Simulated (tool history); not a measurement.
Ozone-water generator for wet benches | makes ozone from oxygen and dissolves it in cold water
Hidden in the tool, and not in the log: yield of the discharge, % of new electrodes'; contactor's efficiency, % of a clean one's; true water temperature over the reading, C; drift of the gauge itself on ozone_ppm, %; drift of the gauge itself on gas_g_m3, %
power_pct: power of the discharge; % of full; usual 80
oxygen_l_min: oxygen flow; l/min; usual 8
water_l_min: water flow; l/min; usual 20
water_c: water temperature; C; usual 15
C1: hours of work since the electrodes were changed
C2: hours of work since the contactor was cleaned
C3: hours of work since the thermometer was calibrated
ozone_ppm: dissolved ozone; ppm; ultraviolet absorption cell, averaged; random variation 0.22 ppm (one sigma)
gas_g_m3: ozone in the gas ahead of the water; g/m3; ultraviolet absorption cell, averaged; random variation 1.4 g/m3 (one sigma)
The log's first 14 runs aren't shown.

run 15 hour=577.2 | power_pct=80 oxygen_l_min=8 water_l_min=20 water_c=15 | C1=1909 C2=4750 C3=4661 | ozone_ppm=32.1 gas_g_m3=257.4
run 16 hour=606.7 | power_pct=80 oxygen_l_min=8 water_l_min=20 water_c=15 | C1=1927 C2=4769 C3=4679 | ozone_ppm=31.8 gas_g_m3=259
run 17 hour=666.1 | power_pct=63 oxygen_l_min=4.24 water_l_min=21 water_c=14 | C1=1963 C2=4805 C3=4716 | ozone_ppm=23.5 gas_g_m3=279
run 18 hour=709.5 | power_pct=63 oxygen_l_min=4.24 water_l_min=21 water_c=14 | C1=1990 C2=4832 C3=4743 | ozone_ppm=23.8 gas_g_m3=276.5
run 19 hour=768 | power_pct=77 oxygen_l_min=8 water_l_min=17 water_c=15 | C1=2026 C2=4868 C3=4779 | ozone_ppm=34.2 gas_g_m3=250.9
run 20 hour=808.6 | power_pct=49 oxygen_l_min=8 water_l_min=19 water_c=20 | C1=2051 C2=4893 C3=4804 | ozone_ppm=21.2 gas_g_m3=180.3
run 21 hour=869.9 | power_pct=41 oxygen_l_min=11.21 water_l_min=13 water_c=20 | C1=2089 C2=4931 C3=4841 | ozone_ppm=21.8 gas_g_m3=140.3
-- hour=881.6 contactor cleaned
run 22 hour=916.9 | power_pct=41 oxygen_l_min=11.21 water_l_min=13 water_c=20 | C1=2115 C2=22 C3=4868 | ozone_ppm=21.7 gas_g_m3=139.5
run 23 hour=947.1 | power_pct=41 oxygen_l_min=11.21 water_l_min=13 water_c=20 | C1=2134 C2=40 C3=4886 | ozone_ppm=22 gas_g_m3=140.1
run 24 hour=1007.4 | power_pct=58 oxygen_l_min=11.21 water_l_min=23 water_c=20 | C1=2171 C2=78 C3=4924 | ozone_ppm=21.7 gas_g_m3=179.1
run 25 hour=1066.5 | power_pct=99 oxygen_l_min=7.32 water_l_min=20 water_c=12 | C1=2208 C2=114 C3=4960 | ozone_ppm=38.7 gas_g_m3=311.7
run 26 hour=1121.4 | power_pct=70 oxygen_l_min=8 water_l_min=20 water_c=15 | C1=2241 C2=148 C3=4994 | ozone_ppm=29.1 gas_g_m3=237
-- hour=1170.7 water thermometer calibrated
run 27 hour=1178.1 | power_pct=70 oxygen_l_min=8 water_l_min=20 water_c=15 | C1=2276 C2=182 C3=5 | ozone_ppm=29 gas_g_m3=233.4
run 28 hour=1217.4 | power_pct=70 oxygen_l_min=8 water_l_min=20 water_c=15 | C1=2300 C2=207 C3=29 | ozone_ppm=28.6 gas_g_m3=231.6
run 29 hour=1248.3 | power_pct=98 oxygen_l_min=11.05 water_l_min=12 water_c=7 | C1=2319 C2=226 C3=48 | ozone_ppm=57.5 gas_g_m3=264.6
run 30 hour=1276.5 | power_pct=98 oxygen_l_min=11.05 water_l_min=12 water_c=7 | C1=2337 C2=243 C3=65 | ozone_ppm=56.9 gas_g_m3=264
run 31 hour=1302.9 | power_pct=49 oxygen_l_min=8 water_l_min=20 water_c=15 | C1=2353 C2=259 C3=82 | ozone_ppm=22.4 gas_g_m3=180.6
run 32 hour=1333.8 | power_pct=80 oxygen_l_min=8 water_l_min=24 water_c=15 | C1=2372 C2=278 C3=101 | ozone_ppm=28.3 gas_g_m3=257.7

4 ways to go on from here, each from the tool as it stands after run 32. What would each give?
run A hour=1378.5 | power_pct=51 oxygen_l_min=8 water_l_min=14 water_c=15 | C1=2400 C2=306 C3=128 | ozone_ppm=? gas_g_m3=?
run B hour=1378.5 | power_pct=80 oxygen_l_min=6.73 water_l_min=20 water_c=15 | C1=2400 C2=306 C3=128 | ozone_ppm=? gas_g_m3=?
run C hour=1378.5 | power_pct=80 oxygen_l_min=4.11 water_l_min=24 water_c=15 | C1=2400 C2=306 C3=128 | ozone_ppm=? gas_g_m3=?
run D hour=1378.5 | power_pct=65 oxygen_l_min=8 water_l_min=19 water_c=23 | C1=2400 C2=306 C3=128 | ozone_ppm=? gas_g_m3=?

run=A ozone_ppm=28 gas_g_m3=185.8
run=B ozone_ppm=31.5 gas_g_m3=275.2
run=C ozone_ppm=24.4 gas_g_m3=331.9
run=D ozone_ppm=24.5 gas_g_m3=222.3
Without the tool's hidden state the same runs would have given:
run=A ozone_ppm=28.1 gas_g_m3=186
run=B ozone_ppm=31.5 gas_g_m3=275.5
run=C ozone_ppm=24.4 gas_g_m3=332.2
run=D ozone_ppm=24.5 gas_g_m3=222.5
